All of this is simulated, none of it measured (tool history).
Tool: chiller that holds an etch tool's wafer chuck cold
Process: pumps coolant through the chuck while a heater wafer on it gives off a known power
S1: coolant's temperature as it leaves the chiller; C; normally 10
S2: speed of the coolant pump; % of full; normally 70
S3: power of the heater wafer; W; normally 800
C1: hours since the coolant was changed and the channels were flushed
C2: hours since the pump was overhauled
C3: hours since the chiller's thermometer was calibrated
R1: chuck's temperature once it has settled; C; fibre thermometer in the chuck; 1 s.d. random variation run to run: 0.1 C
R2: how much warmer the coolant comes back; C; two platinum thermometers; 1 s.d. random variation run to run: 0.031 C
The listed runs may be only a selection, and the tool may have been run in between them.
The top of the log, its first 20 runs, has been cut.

Run 21, hour 2383.6: usual settings but S1 9 C, S2 87 % of full; C1 7515; C2 8790; C3 2384. Result: R1 20.3 C, R2 2.37 C.
Run 22, hour 2543.1: usual settings but S2 99 % of full, S3 1173 W; C1 7674; C2 8950; C3 2543. Result: R1 24.6 C, R2 3.10 C.
At hour 2658.5: coolant pump overhauled.
Run 23, hour 2686.6: usual settings but S1 11 C, S2 63 % of full, S3 600 W; C1 7813; C2 28; C3 2682. Result: R1 20.8 C, R2 2.14 C.
Run 24, hour 2846.4: usual settings but S2 91 % of full, S3 461 W; C1 7973; C2 188; C3 2841. Result: R1 15.9 C, R2 1.14 C.
Run 25, hour 2954.4: usual settings but S1 12 C, S2 85 % of full, S3 1176 W; C1 8081; C2 296; C3 2949. Result: R1 27.1 C, R2 3.14 C.
Run 26, hour 3090.5: usual settings but S1 19 C, S2 65 % of full, S3 463 W; C1 8217; C2 432; C3 3086. Result: R1 26.8 C, R2 1.57 C.
Run 27, hour 3166.0: usual settings but S3 426 W; C1 8292; C2 507; C3 3161. Result: R1 16.6 C, R2 1.34 C.
Run 28, hour 3281.1: usual settings but S3 426 W; C1 8407; C2 623; C3 3276. Result: R1 16.8 C, R2 1.37 C.
Run 29, hour 3349.7: usual settings but S1 14 C, S3 498 W; C1 8476; C2 691; C3 3345. Result: R1 22.0 C, R2 1.65 C.
Run 30, hour 3445.2: usual settings but S3 434 W; C1 8571; C2 787; C3 3440. Result: R1 17.0 C, R2 1.44 C.
Run 31, hour 3579.8: usual settings but S1 13 C, S3 411 W; C1 8706; C2 921; C3 3575. Result: R1 19.6 C, R2 1.37 C.

For run 32, what comes out?
Run 32, hour 3670.6: usual settings but S1 13 C, S2 69 % of full, S3 411 W; C1 8797; C2 1012; C3 3666. Result: R1 ?, R2 ?.

R1: 19.8 C
R2: 1.34 C
Take away the tool's hidden state, keep the run-to-run variation as it was, and the same run would have given R1 18.0 C, R2 1.32 C.
